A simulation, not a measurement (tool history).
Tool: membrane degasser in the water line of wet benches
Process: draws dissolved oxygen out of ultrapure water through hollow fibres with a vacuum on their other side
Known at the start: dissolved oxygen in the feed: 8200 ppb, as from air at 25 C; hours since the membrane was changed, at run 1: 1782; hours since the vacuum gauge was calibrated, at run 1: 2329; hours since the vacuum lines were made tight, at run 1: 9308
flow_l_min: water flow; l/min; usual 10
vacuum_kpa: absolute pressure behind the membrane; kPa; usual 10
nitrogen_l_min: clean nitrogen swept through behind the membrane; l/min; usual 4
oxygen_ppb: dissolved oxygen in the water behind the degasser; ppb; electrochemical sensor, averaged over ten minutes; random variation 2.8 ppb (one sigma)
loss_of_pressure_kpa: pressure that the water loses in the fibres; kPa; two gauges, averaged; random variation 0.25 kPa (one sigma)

run	hour	flow_l_min	vacuum_kpa	nitrogen_l_min	hours since the membrane was changed	hours since the vacuum gauge was calibrated	hours since the vacuum lines were made tight	oxygen_ppb	loss_of_pressure_kpa
1	0	10	10	4	1782	2329	9308	286.4	66.39
2	43.8	10	10	4	1826	2373	9352	287.4	66.36
3	76.4	10	10	4	1859	2406	9385	285.7	66.09
4	98	10	10	4	1880	2427	9406	289.3	66.23
5	138	10	10	4	1920	2467	9446	290.5	66.35
6	177.2	10	10	4	1959	2507	9485	285.1	66.35
7	214.1	10	14.8	4	1996	2544	9522	320.7	66.25
8	263.1	10	14.8	4	2045	2593	9571	315.4	66.26
9	293.5	10	14.8	4	2076	2623	9602	317	66.09
10	335.8	10	14.8	4	2118	2665	9644	318.2	66.34
11	370.2	9	14.8	4	2152	2700	9678	258.6	59.31
12	397.9	9	14.8	4	2180	2727	9706	259.2	59.52
13	422.3	9	14.8	4	2204	2752	9731	256.3	59.83
14	468.2	9	14.8	4	2250	2798	9776	258.2	59.8
15	505.7	9	14.8	8.38	2288	2835	9814	222.4	59.7
16	555.1	9	14.8	8.38	2337	2885	9863	230.1	59.21
17	586.5	9	10	1.86	2369	2916	9895	273.1	59.84
18	636.1	9	10	1.86	2418	2966	9944	277.2	60.1
19	670.9	11	22.8	2.2	2453	3000	9979	527.7	73.35
20	710.2	6	7.2	4	2492	3040	10018	81.4	39.85
21	741.4	15	9.6	4	2524	3071	10050	608	99.64
22	790.7	15	9.6	4	2573	3120	10099	606.8	99.82
23	814	8	12.3	2.94	2596	3143	10122	206	52.88
24	836.3	9	12.3	7.97	2618	3166	10145	219.8	59.93
25	869.8	9	6.4	2.16	2652	3199	10178	229.2	59.91

Run 26 comes next. What will it give?
26	895	9	6.4	2.16	2677	3224	10203	?	?

{"run 26": {"oxygen_ppb": 232.5, "loss_of_pressure_kpa": 59.68}}
Without the tool's hidden state the same run would have given oxygen_ppb 216.1 ppb, loss_of_pressure_kpa 58.59 kPa.
